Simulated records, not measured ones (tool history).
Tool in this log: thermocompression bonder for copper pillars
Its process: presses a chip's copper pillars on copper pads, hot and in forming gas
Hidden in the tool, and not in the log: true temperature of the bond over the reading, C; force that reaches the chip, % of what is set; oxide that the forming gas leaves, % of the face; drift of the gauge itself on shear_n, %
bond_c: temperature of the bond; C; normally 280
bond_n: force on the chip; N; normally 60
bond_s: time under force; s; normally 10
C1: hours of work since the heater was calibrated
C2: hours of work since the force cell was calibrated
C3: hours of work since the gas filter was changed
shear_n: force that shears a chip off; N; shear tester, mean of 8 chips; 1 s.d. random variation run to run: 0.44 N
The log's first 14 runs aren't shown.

run 15 hour=167.2 | bond_c=280 bond_n=60 bond_s=10 | C1=190 C2=421 C3=216 | shear_n=63.7
run 16 hour=177 | bond_c=280 bond_n=60 bond_s=10 | C1=197 C2=427 C3=223 | shear_n=63.8
run 17 hour=184.6 | bond_c=280 bond_n=60 bond_s=10 | C1=202 C2=433 C3=228 | shear_n=64.3
-- hour=197.4 forming gas filter changed
run 18 hour=200.6 | bond_c=280 bond_n=60 bond_s=10 | C1=212 C2=443 C3=2 | shear_n=65.6
run 19 hour=211.7 | bond_c=306 bond_n=60 bond_s=10 | C1=220 C2=450 C3=10 | shear_n=79.5
run 20 hour=227.5 | bond_c=306 bond_n=60 bond_s=10 | C1=230 C2=461 C3=20 | shear_n=80
run 21 hour=238.5 | bond_c=271 bond_n=41 bond_s=16 | C1=238 C2=469 C3=28 | shear_n=56.9
run 22 hour=245.5 | bond_c=251 bond_n=60 bond_s=10 | C1=243 C2=473 C3=32 | shear_n=50.9
run 23 hour=259.5 | bond_c=251 bond_n=60 bond_s=10 | C1=252 C2=483 C3=42 | shear_n=49.7
run 24 hour=270.4 | bond_c=280 bond_n=58 bond_s=10 | C1=259 C2=490 C3=49 | shear_n=64.7
run 25 hour=278.3 | bond_c=299 bond_n=43 bond_s=23 | C1=265 C2=495 C3=55 | shear_n=80.6
run 26 hour=293.2 | bond_c=280 bond_n=89 bond_s=10 | C1=275 C2=505 C3=65 | shear_n=79.4
run 27 hour=306 | bond_c=280 bond_n=89 bond_s=10 | C1=283 C2=514 C3=73 | shear_n=80.3
run 28 hour=318 | bond_c=280 bond_n=89 bond_s=10 | C1=292 C2=522 C3=81 | shear_n=78.9
run 29 hour=325.4 | bond_c=292 bond_n=53 bond_s=10 | C1=297 C2=527 C3=86 | shear_n=66.7
run 30 hour=337 | bond_c=292 bond_n=53 bond_s=10 | C1=304 C2=535 C3=94 | shear_n=67.1
run 31 hour=351 | bond_c=274 bond_n=60 bond_s=9 | C1=314 C2=544 C3=104 | shear_n=59.7
run 32 hour=366.8 | bond_c=274 bond_n=39 bond_s=8 | C1=324 C2=555 C3=114 | shear_n=43.3
run 33 hour=383.4 | bond_c=280 bond_n=38 bond_s=17 | C1=336 C2=566 C3=126 | shear_n=58.8
run 34 hour=399.6 | bond_c=280 bond_n=60 bond_s=12 | C1=347 C2=577 C3=136 | shear_n=68.3
run 35 hour=416.7 | bond_c=280 bond_n=43 bond_s=20 | C1=358 C2=589 C3=148 | shear_n=65.8
run 36 hour=429 | bond_c=280 bond_n=43 bond_s=20 | C1=366 C2=597 C3=156 | shear_n=66.1
run 37 hour=437.7 | bond_c=280 bond_n=43 bond_s=15 | C1=372 C2=603 C3=162 | shear_n=60.5
run 38 hour=454.9 | bond_c=286 bond_n=49 bond_s=21 | C1=384 C2=615 C3=174 | shear_n=75
run 39 hour=470.3 | bond_c=268 bond_n=88 bond_s=8 | C1=394 C2=625 C3=184 | shear_n=67

Predict each of these 3 candidate next runs independently; none follows another, all start after run 39:
run A hour=478.9 | bond_c=280 bond_n=60 bond_s=9 | C1=400 C2=631 C3=190 | shear_n=?
run B hour=478.9 | bond_c=266 bond_n=88 bond_s=8 | C1=400 C2=631 C3=190 | shear_n=?
run C hour=478.9 | bond_c=298 bond_n=37 bond_s=19 | C1=400 C2=631 C3=190 | shear_n=?

run=A shear_n=62.9
run=B shear_n=65.5
run=C shear_n=69.2
With the hidden condition removed and each run's random variation left untouched, the same runs would have given:
run=A shear_n=64.7
run=B shear_n=67.4
run=C shear_n=71.2
